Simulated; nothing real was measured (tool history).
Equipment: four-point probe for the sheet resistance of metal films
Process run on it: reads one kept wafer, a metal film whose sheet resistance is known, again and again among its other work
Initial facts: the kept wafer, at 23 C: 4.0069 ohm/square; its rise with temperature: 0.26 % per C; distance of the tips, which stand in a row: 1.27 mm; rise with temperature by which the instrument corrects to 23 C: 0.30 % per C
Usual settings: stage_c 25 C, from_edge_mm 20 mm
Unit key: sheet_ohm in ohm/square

{"run": 1, "day": 0.0, "stage_c": 25, "from_edge_mm": 20, "sheet_ohm": 4.012907}
{"run": 2, "day": 2.167, "stage_c": 24, "from_edge_mm": 20, "sheet_ohm": 4.014076}
{"run": 3, "day": 4.142, "stage_c": 25, "from_edge_mm": 4, "sheet_ohm": 4.211397}
{"run": 4, "day": 5.642, "stage_c": 25, "from_edge_mm": 4, "sheet_ohm": 4.208452}
{"run": 5, "day": 8.242, "stage_c": 25, "from_edge_mm": 18, "sheet_ohm": 4.01472}
{"run": 6, "day": 10.362, "stage_c": 25, "from_edge_mm": 18, "sheet_ohm": 4.014468}
{"run": 7, "day": 13.321, "stage_c": 25, "from_edge_mm": 20, "sheet_ohm": 4.011323}
{"run": 8, "day": 15.712, "stage_c": 25, "from_edge_mm": 20, "sheet_ohm": 4.010753}
{"run": 9, "day": 18.162, "stage_c": 25, "from_edge_mm": 19, "sheet_ohm": 4.013706}

Run 10 is up next; what results do you expect?
{"run": 10, "day": 20.679, "stage_c": 22, "from_edge_mm": 41, "sheet_ohm": "?"}

{"run 10": {"sheet_ohm": 4.011862}}
If the tool had no hidden condition, the same run with the same run-to-run variation would have returned sheet_ohm 4.011914 ohm/square.
